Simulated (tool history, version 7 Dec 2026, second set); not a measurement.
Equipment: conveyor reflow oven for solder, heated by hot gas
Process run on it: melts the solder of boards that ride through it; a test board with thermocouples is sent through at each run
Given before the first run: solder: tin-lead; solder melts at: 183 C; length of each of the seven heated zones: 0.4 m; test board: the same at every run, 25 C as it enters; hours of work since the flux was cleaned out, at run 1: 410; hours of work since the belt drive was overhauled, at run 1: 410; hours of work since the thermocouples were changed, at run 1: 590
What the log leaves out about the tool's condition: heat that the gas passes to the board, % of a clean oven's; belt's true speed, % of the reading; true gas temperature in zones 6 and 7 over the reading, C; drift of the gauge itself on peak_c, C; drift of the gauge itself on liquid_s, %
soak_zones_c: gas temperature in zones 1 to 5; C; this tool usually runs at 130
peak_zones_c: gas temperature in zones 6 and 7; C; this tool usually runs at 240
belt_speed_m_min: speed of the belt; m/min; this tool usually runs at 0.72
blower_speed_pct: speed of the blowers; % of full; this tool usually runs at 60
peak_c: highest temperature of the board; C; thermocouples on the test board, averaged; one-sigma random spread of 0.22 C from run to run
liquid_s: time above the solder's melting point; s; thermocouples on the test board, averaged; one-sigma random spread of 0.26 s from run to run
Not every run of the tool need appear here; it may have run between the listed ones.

| run | hour | soak_zones_c | peak_zones_c | belt_speed_m_min | blower_speed_pct | hours of work since the flux was cleaned out | hours of work since the belt drive was overhauled | hours of work since the thermocouples were changed | peak_c | liquid_s |
|---|---|---|---|---|---|---|---|---|---|---|
| 1 | 0 | 130 | 240 | 0.72 | 60 | 410 | 410 | 590 | 208.2 | 38.8 |
| 2 | 66.8 | 130 | 240 | 0.72 | 60 | 455 | 455 | 635 | 208.2 | 38.1 |
|  | 133.7 | flux residue cleaned out of gas plates and filters |
| 3 | 140.9 | 130 | 240 | 0.72 | 60 | 5 | 502 | 682 | 211.2 | 41.6 |
| 4 | 188.5 | 130 | 240 | 0.72 | 60 | 37 | 534 | 714 | 211.2 | 41.2 |
| 5 | 221.8 | 130 | 240 | 0.72 | 60 | 59 | 556 | 736 | 210.7 | 41.9 |
| 6 | 269.1 | 130 | 240 | 0.72 | 60 | 91 | 588 | 768 | 211.1 | 41.3 |
| 7 | 303.6 | 130 | 240 | 0.72 | 60 | 114 | 611 | 791 | 210.9 | 41.5 |
| 8 | 347 | 130 | 240 | 0.72 | 60 | 143 | 640 | 820 | 210.8 | 42.1 |
| 9 | 380.5 | 130 | 240 | 0.747 | 60 | 166 | 663 | 843 | 208.9 | 37.6 |
| 10 | 418 | 144 | 240 | 0.72 | 60 | 191 | 688 | 868 | 214.2 | 48.1 |
| 11 | 477.2 | 144 | 240 | 0.72 | 60 | 231 | 728 | 908 | 214.2 | 48.5 |
| 12 | 534.4 | 144 | 240 | 0.72 | 60 | 270 | 766 | 947 | 214.1 | 48.2 |
| 13 | 578.2 | 130 | 253 | 0.72 | 60 | 299 | 796 | 976 | 220.2 | 48.9 |
| 14 | 630.7 | 143 | 237 | 0.72 | 56 | 334 | 831 | 1011 | 210.1 | 44.5 |
| 15 | 659.7 | 143 | 237 | 0.72 | 56 | 354 | 851 | 1031 | 209.7 | 44.4 |
| 16 | 723.6 | 143 | 237 | 0.72 | 56 | 397 | 894 | 1074 | 209.4 | 43.9 |
| 17 | 779.3 | 143 | 237 | 0.72 | 56 | 434 | 931 | 1111 | 209.5 | 44.1 |
| 18 | 844.2 | 130 | 240 | 0.824 | 60 | 478 | 975 | 1155 | 202.7 | 27.8 |
|  | 878.1 | flux residue cleaned out of gas plates and filters |
| 19 | 904.2 | 139 | 246 | 0.714 | 60 | 18 | 1012 | 1192 | 219.4 | 51.8 |
| 20 | 971.1 | 139 | 246 | 0.714 | 60 | 63 | 1057 | 1237 | 219.2 | 51.4 |
| 21 | 1000.5 | 130 | 232 | 0.645 | 60 | 82 | 1077 | 1257 | 210.4 | 46.6 |
| 22 | 1057.1 | 130 | 250 | 0.614 | 60 | 120 | 1115 | 1295 | 226.7 | 63.5 |
|  | 1105.7 | thermocouples of zones 6 and 7 changed |
| 23 | 1125.8 | 130 | 250 | 0.614 | 60 | 165 | 1160 | 14 | 225.2 | 62.8 |
| 24 | 1173.6 | 137 | 245 | 0.809 | 60 | 197 | 1192 | 46 | 210.4 | 37.8 |
| 25 | 1203.4 | 130 | 240 | 0.631 | 60 | 218 | 1212 | 66 | 215.2 | 52.7 |

Branching from run 25: 4 alternative next runs. What would each branch give?
| A | 1262.6 | 129 | 240 | 0.793 | 83 | 257 | 1252 | 106 | ? | ? |
| B | 1262.6 | 127 | 240 | 0.824 | 85 | 257 | 1252 | 106 | ? | ? |
| C | 1262.6 | 130 | 240 | 0.677 | 85 | 257 | 1252 | 106 | ? | ? |
| D | 1262.6 | 130 | 253 | 0.588 | 72 | 257 | 1252 | 106 | ? | ? |

| run | peak_c | liquid_s |
|---|---|---|
| A | 211.9 | 38.6 |
| B | 209.7 | 35.1 |
| C | 219.5 | 52 |
| D | 232.7 | 70.3 |
Had the tool no hidden state, the same runs would have come out as:
| run | peak_c | liquid_s |
|---|---|---|
| A | 212.6 | 38.3 |
| B | 210.5 | 35 |
| C | 220 | 51.2 |
| D | 233 | 68.9 |
